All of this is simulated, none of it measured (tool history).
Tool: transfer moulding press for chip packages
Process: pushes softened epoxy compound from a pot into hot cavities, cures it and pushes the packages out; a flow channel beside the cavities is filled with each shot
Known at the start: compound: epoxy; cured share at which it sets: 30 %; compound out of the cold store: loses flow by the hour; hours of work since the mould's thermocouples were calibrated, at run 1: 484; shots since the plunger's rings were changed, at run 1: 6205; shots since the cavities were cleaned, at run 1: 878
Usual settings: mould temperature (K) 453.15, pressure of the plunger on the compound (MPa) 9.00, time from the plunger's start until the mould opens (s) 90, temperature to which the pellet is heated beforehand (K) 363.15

| run | hour | mould temperature (K) | pressure of the plunger on the compound (MPa) | time from the plunger's start until the mould opens (s) | temperature to which the pellet is heated beforehand (K) | hours of work since the mould's thermocouples were calibrated | shots since the plunger's rings were changed | shots since the cavities were cleaned | incoming compound's hours out of the cold store | length that the compound runs in the flow channel (mm) | greatest force on the pins that push the packages out (N) |
|---|---|---|---|---|---|---|---|---|---|---|---|
| 1 | 0.0 | 453.15 | 9.00 | 90 | 363.15 | 484 | 6205 | 878 | 20.4 | 523 | 502 |
|  | 22.4 | cavities cleaned with cleaning compound and waxed |
| 2 | 51.6 | 453.15 | 8.10 | 90 | 363.15 | 504 | 6597 | 229 | 28.4 | 474 | 487 |
| 3 | 94.1 | 453.15 | 9.00 | 90 | 363.15 | 522 | 6929 | 561 | 22.1 | 524 | 513 |
|  | 107.9 | plunger's sealing rings changed |
|  | 158.6 | cavities cleaned with cleaning compound and waxed |
| 4 | 165.5 | 453.15 | 9.00 | 84 | 363.15 | 549 | 438 | 54 | 14.1 | 538 | 606 |
| 5 | 212.6 | 459.15 | 9.00 | 90 | 363.15 | 569 | 807 | 423 | 46.8 | 433 | 381 |
| 6 | 258.3 | 453.15 | 9.00 | 90 | 372.15 | 587 | 1164 | 780 | 14.2 | 549 | 512 |
|  | 283.2 | mould's thermocouples calibrated |
|  | 294.1 | cavities cleaned with cleaning compound and waxed |
| 7 | 294.1 | 453.15 | 9.00 | 90 | 363.15 | 4 | 1416 | 0 | 47.6 | 442 | 479 |
| 8 | 338.1 | 453.15 | 9.00 | 90 | 363.15 | 22 | 1761 | 345 | 41.7 | 461 | 473 |
| 9 | 400.7 | 457.15 | 6.85 | 90 | 363.15 | 48 | 2250 | 834 | 45.5 | 386 | 418 |
|  | 428.1 | cavities cleaned with cleaning compound and waxed |
| 10 | 438.2 | 451.15 | 6.95 | 116 | 363.15 | 62 | 2532 | 79 | 21.8 | 457 | 398 |
| 11 | 508.2 | 449.15 | 10.16 | 116 | 364.15 | 91 | 3079 | 626 | 34.9 | 520 | 427 |
|  | 560.9 | cavities cleaned with cleaning compound and waxed |
| 12 | 563.2 | 450.15 | 8.76 | 87 | 355.15 | 113 | 3498 | 18 | 20.1 | 524 | 696 |
| 13 | 601.5 | 446.15 | 8.76 | 87 | 369.15 | 129 | 3797 | 317 | 12.4 | 557 | 925 |
| 14 | 666.3 | 446.15 | 8.76 | 87 | 369.15 | 155 | 4304 | 824 | 19.3 | 535 | 872 |
|  | 697.0 | cavities cleaned with cleaning compound and waxed |
| 15 | 697.0 | 459.15 | 9.16 | 91 | 355.15 | 167 | 4532 | 0 | 25.3 | 497 | 389 |
| 16 | 764.3 | 456.15 | 7.43 | 116 | 355.15 | 195 | 5059 | 527 | 24.4 | 456 | 359 |

5 ways to go on from here, each from the tool as it stands after run 16. What would each give?
|  | 832.1 | cavities cleaned with cleaning compound and waxed |
| A | 832.1 | 450.15 | 10.69 | 116 | 369.15 | 222 | 5577 | 0 | 14.6 | ? | ? |
|  | 832.1 | cavities cleaned with cleaning compound and waxed |
| B | 832.1 | 456.15 | 7.43 | 103 | 355.15 | 222 | 5577 | 0 | 45.9 | ? | ? |
|  | 832.1 | cavities cleaned with cleaning compound and waxed |
| C | 832.1 | 456.15 | 9.00 | 103 | 360.15 | 222 | 5577 | 0 | 13.6 | ? | ? |
|  | 832.1 | cavities cleaned with cleaning compound and waxed |
| D | 832.1 | 456.15 | 8.92 | 92 | 355.15 | 222 | 5577 | 0 | 35.8 | ? | ? |
|  | 832.1 | cavities cleaned with cleaning compound and waxed |
| E | 832.1 | 457.15 | 7.43 | 92 | 355.15 | 222 | 5577 | 0 | 26.6 | ? | ? |

| run | length that the compound runs in the flow channel (mm) | greatest force on the pins that push the packages out (N) |
|---|---|---|
| A | 594 | 404 |
| B | 410 | 375 |
| C | 540 | 386 |
| D | 478 | 415 |
| E | 452 | 413 |
Without the tool's hidden state the same runs would have given:
| run | length that the compound runs in the flow channel (mm) | greatest force on the pins that push the packages out (N) |
|---|---|---|
| A | 595 | 404 |
| B | 410 | 375 |
| C | 540 | 385 |
| D | 479 | 415 |
| E | 453 | 413 |

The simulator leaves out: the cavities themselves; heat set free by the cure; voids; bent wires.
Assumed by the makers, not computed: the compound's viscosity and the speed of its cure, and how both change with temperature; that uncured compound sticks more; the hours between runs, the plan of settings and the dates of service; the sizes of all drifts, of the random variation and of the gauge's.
